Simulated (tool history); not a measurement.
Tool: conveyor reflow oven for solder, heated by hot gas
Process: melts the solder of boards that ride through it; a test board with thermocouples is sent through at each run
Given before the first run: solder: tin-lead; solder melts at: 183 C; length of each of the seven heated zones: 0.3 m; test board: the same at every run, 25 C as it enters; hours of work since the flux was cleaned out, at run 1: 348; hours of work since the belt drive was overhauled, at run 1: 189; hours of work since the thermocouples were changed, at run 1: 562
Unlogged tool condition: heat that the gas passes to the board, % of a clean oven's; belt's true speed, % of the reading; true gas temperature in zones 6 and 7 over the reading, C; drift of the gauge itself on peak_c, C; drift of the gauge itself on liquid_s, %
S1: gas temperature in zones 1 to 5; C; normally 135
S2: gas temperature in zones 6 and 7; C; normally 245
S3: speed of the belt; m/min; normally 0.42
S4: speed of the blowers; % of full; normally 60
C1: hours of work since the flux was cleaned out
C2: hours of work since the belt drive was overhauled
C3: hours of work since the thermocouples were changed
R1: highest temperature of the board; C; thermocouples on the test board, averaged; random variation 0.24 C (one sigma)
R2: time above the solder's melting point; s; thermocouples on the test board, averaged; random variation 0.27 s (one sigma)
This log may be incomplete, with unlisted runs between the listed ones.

run   hour   S1   S2     S3  S4   C1   C2   C3     R1     R2
  1      0  135  245   0.42  60  348  189  562  226.2   70.7
  2    6.3  135  245   0.42  60  352  192  566    226   70.3
  3   13.2  135  245  0.458  60  356  196  570  222.5   61.8
  4   19.3  135  245  0.477  60  359  199  573  220.9     58
  5   26.7  135  245   0.42  60  363  204  577  226.1   70.1
  6     33  135  245   0.42  60  367  207  581  226.3   70.6
  7   40.1  135  245   0.42  60  371  211  585  226.3   70.6
  8   46.9  135  245   0.42  79  375  215  589  229.5   72.9
  9   56.7  121  245   0.42  79  380  220  594  227.1   66.9
      60.9  -- thermocouples of zones 6 and 7 changed
 10   68.4  121  245   0.42  79  386  226    4  225.7   65.2
 11   72.9  121  245   0.42  79  388  228    7  225.4   65.4
 12     78  135  245  0.369  60  391  231   10  229.3   83.1
 13   88.7  135  245   0.42  60  397  237   16  224.7   68.7
      96.9  -- flux residue cleaned out of gas plates and filters
 14  103.4  135  245   0.42  60    4  243   21  227.4   71.4
 15    110  135  245   0.42  60    7  246   25  227.5   71.7
 16    119  135  245   0.42  60   12  251   30  227.4     72
 17  126.7  135  245   0.42  60   17  256   34  227.3   71.5
 18  135.3  135  245   0.42  60   22  260   39  227.5   71.8
 19  142.7  127  258   0.42  60   26  265   43    238   75.7
 20    148  148  258  0.367  72   29  268   46  247.7     99
 21    159  148  258  0.367  72   35  274   52  247.2   99.2
 22  169.7  148  258  0.367  72   41  280   58  247.4   99.5
 23  180.7  148  258  0.362  62   47  286   64  246.3   99.9
 24  189.6  141  258   0.37  62   52  291   69  244.5   95.2
 25  198.6  139  249  0.409  89   57  296   74  236.8   81.2
 26  209.4  148  248  0.343  75   63  302   80  239.6  101.9
 27    220  148  248  0.434  75   69  308   86  233.4   77.5
 28  230.9  125  245  0.405  60   75  314   92    227   70.6
 29  239.5  125  245  0.416  67   80  319   97  227.8   69.3
 30  246.4  125  242  0.416  62   84  323  101  223.9   66.2
 31  253.5  132  254  0.372  60   88  327  105  239.1   88.1

Same runs, no hidden state in the tool, same run-to-run variation:
run     R1    R2
  1  227.2  71.2
  2    227  70.8
  3  223.8  62.6
  4  222.4    59
  5  227.2  70.6
  6  227.4  71.1
  7  227.4  71.1
  8  230.8  73.4
  9  228.8  67.9
 10  228.9  67.3
 11  228.6  67.6
 12  231.6  84.3
 13  227.3  70.3
 14  227.3  70.9
 15  227.5  71.2
 16  227.4  71.5
 17  227.3  70.9
 18  227.5  71.3
 19    238  75.1
 20  247.7  98.1
 21  247.2  98.4
 22  247.4  98.6
 23  246.3    99
 24  244.6  94.4
 25    237  80.5
 26  239.6   101
 27  233.5  76.9
 28  227.2  70.2
 29  228.1  68.9
 30  224.1  65.8
 31  239.2  87.4
